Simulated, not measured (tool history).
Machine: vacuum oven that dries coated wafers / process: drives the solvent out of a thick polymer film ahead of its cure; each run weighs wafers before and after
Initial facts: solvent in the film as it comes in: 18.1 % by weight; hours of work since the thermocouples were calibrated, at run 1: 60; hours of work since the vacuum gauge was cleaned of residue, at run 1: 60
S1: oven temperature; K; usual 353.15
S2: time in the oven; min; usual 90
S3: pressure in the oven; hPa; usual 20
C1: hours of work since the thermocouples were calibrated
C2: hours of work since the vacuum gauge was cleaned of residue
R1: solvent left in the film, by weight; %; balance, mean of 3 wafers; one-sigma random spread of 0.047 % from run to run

{"run": 1, "day": 0.0, "S1": 353.15, "S2": 90, "S3": 20, "C1": 60, "C2": 60, "R1": 2.13}
{"run": 2, "day": 1.067, "S1": 353.15, "S2": 90, "S3": 20, "C1": 76, "C2": 76, "R1": 2.18}
{"run": 3, "day": 2.746, "S1": 353.15, "S2": 56, "S3": 20, "C1": 100, "C2": 100, "R1": 4.05}
{"run": 4, "day": 4.492, "S1": 353.15, "S2": 73, "S3": 20, "C1": 126, "C2": 126, "R1": 2.92}
{"run": 5, "day": 5.971, "S1": 353.15, "S2": 90, "S3": 20, "C1": 147, "C2": 147, "R1": 2.15}
{"run": 6, "day": 7.442, "S1": 355.15, "S2": 90, "S3": 20, "C1": 169, "C2": 169, "R1": 1.61}
{"run": 7, "day": 8.542, "S1": 355.15, "S2": 90, "S3": 20, "C1": 185, "C2": 185, "R1": 1.56}
{"run": 8, "day": 9.754, "S1": 353.15, "S2": 90, "S3": 20, "C1": 203, "C2": 203, "R1": 2.14}
{"run": 9, "day": 11.029, "S1": 353.15, "S2": 90, "S3": 20, "C1": 221, "C2": 221, "R1": 2.04}
{"run": 10, "day": 11.871, "S1": 353.15, "S2": 90, "S3": 20, "C1": 233, "C2": 233, "R1": 2.2}
{"run": 11, "day": 13.583, "S1": 353.15, "S2": 117, "S3": 20, "C1": 258, "C2": 258, "R1": 1.45}
{"run": 12, "day": 15.121, "S1": 353.15, "S2": 90, "S3": 20, "C1": 281, "C2": 281, "R1": 2.1}
{"run": 13, "day": 16.188, "S1": 353.15, "S2": 90, "S3": 20, "C1": 296, "C2": 296, "R1": 2.12}
{"run": 14, "day": 18.004, "S1": 353.15, "S2": 90, "S3": 51.9, "C1": 323, "C2": 323, "R1": 3.3}
{"run": 15, "day": 19.867, "S1": 353.15, "S2": 74, "S3": 51.9, "C1": 350, "C2": 350, "R1": 3.91}
{"run": 16, "day": 20.975, "S1": 353.15, "S2": 74, "S3": 51.9, "C1": 366, "C2": 366, "R1": 3.97}
{"run": 17, "day": 22.329, "S1": 353.15, "S2": 74, "S3": 51.9, "C1": 386, "C2": 386, "R1": 3.94}
{"run": 18, "day": 23.142, "S1": 353.15, "S2": 116, "S3": 20, "C1": 398, "C2": 398, "R1": 1.49}
{"run": 19, "day": 24.925, "S1": 353.15, "S2": 116, "S3": 20, "C1": 424, "C2": 424, "R1": 1.56}
{"run": 20, "day": 26.829, "S1": 353.15, "S2": 90, "S3": 52.2, "C1": 452, "C2": 452, "R1": 3.34}
{"run": 21, "day": 28.0, "S1": 341.15, "S2": 90, "S3": 20, "C1": 469, "C2": 469, "R1": 6.91}
{"run": 22, "day": 29.262, "S1": 341.15, "S2": 90, "S3": 20, "C1": 487, "C2": 487, "R1": 6.8}
{"run": 23, "day": 30.712, "S1": 341.15, "S2": 90, "S3": 20, "C1": 508, "C2": 508, "R1": 6.89}
{"run": 24, "day": 31.854, "S1": 352.15, "S2": 137, "S3": 20.5, "C1": 525, "C2": 525, "R1": 1.43}
{"run": 25, "day": 32.904, "S1": 352.15, "S2": 137, "S3": 20.5, "C1": 540, "C2": 540, "R1": 1.38}
{"run": 26, "day": 34.729, "S1": 356.15, "S2": 74, "S3": 14.9, "C1": 567, "C2": 567, "R1": 1.88}
{"run": 27, "day": 36.629, "S1": 347.15, "S2": 101, "S3": 20, "C1": 595, "C2": 595, "R1": 3.64}
{"run": 28, "day": 37.771, "S1": 352.15, "S2": 157, "S3": 49.7, "C1": 611, "C2": 611, "R1": 2.37}
{"run": 29, "day": 39.075, "S1": 352.15, "S2": 157, "S3": 49.7, "C1": 630, "C2": 630, "R1": 2.36}
{"run": 30, "day": 40.275, "S1": 352.15, "S2": 157, "S3": 49.7, "C1": 648, "C2": 648, "R1": 2.25}
{"run": 31, "day": 42.046, "S1": 352.15, "S2": 157, "S3": 49.7, "C1": 674, "C2": 674, "R1": 2.23}
{"run": 32, "day": 44.033, "S1": 352.15, "S2": 157, "S3": 49.7, "C1": 703, "C2": 703, "R1": 2.42}
{"run": 33, "day": 45.967, "S1": 340.15, "S2": 47, "S3": 15.1, "C1": 731, "C2": 731, "R1": 10.11}
{"run": 34, "day": 46.967, "S1": 340.15, "S2": 47, "S3": 15.1, "C1": 746, "C2": 746, "R1": 9.95}
{"run": 35, "day": 48.279, "S1": 340.15, "S2": 47, "S3": 15.1, "C1": 765, "C2": 765, "R1": 10.04}
{"run": 36, "day": 49.738, "S1": 340.15, "S2": 110, "S3": 21.6, "C1": 786, "C2": 786, "R1": 6.42}
{"run": 37, "day": 50.938, "S1": 363.15, "S2": 155, "S3": 11.5, "C1": 804, "C2": 804, "R1": 0.35}
{"run": 38, "day": 52.612, "S1": 363.15, "S2": 155, "S3": 11.5, "C1": 828, "C2": 828, "R1": 0.27}
{"run": 39, "day": 54.246, "S1": 363.15, "S2": 155, "S3": 11.5, "C1": 852, "C2": 852, "R1": 0.21}
{"run": 40, "day": 55.762, "S1": 352.15, "S2": 50, "S3": 11.5, "C1": 874, "C2": 874, "R1": 4.83}
{"run": 41, "day": 57.325, "S1": 339.15, "S2": 50, "S3": 31.2, "C1": 897, "C2": 897, "R1": 10.6}
{"run": 42, "day": 59.108, "S1": 352.15, "S2": 90, "S3": 58.6, "C1": 923, "C2": 923, "R1": 3.92}
{"run": 43, "day": 60.625, "S1": 348.15, "S2": 142, "S3": 40.8, "C1": 945, "C2": 945, "R1": 3.17}
{"run": 44, "day": 62.225, "S1": 348.15, "S2": 59, "S3": 40.8, "C1": 968, "C2": 968, "R1": 6.58}
{"run": 45, "day": 64.196, "S1": 348.15, "S2": 59, "S3": 40.8, "C1": 997, "C2": 997, "R1": 6.54}
{"run": 46, "day": 65.479, "S1": 348.15, "S2": 59, "S3": 40.8, "C1": 1016, "C2": 1016, "R1": 6.68}

Pick out some run-to-run changes in R1. Of each, how much would a tool without hidden state show as well, from the settings, what came in and chance, and how much is left for the hidden state and any gauge scatter not in both results compared?
The tool's hidden condition here consists of: true wafer temperature over the reading, C; true pressure over the reading, kPa; drift of the gauge itself on solvent_pct, %.
Run 17 -> 18: S2 74 -> 116, S3 51.9 -> 20. R1 -2.45 %: hidden state -0.02, all else -2.43.
Run 32 -> 33: S1 352.15 -> 340.15, S2 157 -> 47, S3 49.7 -> 15.1. R1 +7.69 %: hidden state +0.02, all else +7.67.
Run 36 -> 37: S1 340.15 -> 363.15, S2 110 -> 155, S3 21.6 -> 11.5. R1 -6.07 %: hidden state -0.05, all else -6.02.
Run 39 -> 40: S1 363.15 -> 352.15, S2 155 -> 50. R1 +4.62 %: hidden state +0.05, all else +4.57.
Run 41 -> 42: S1 339.15 -> 352.15, S2 50 -> 90, S3 31.2 -> 58.6. R1 -6.68 %: hidden state +0.01, all else -6.69.

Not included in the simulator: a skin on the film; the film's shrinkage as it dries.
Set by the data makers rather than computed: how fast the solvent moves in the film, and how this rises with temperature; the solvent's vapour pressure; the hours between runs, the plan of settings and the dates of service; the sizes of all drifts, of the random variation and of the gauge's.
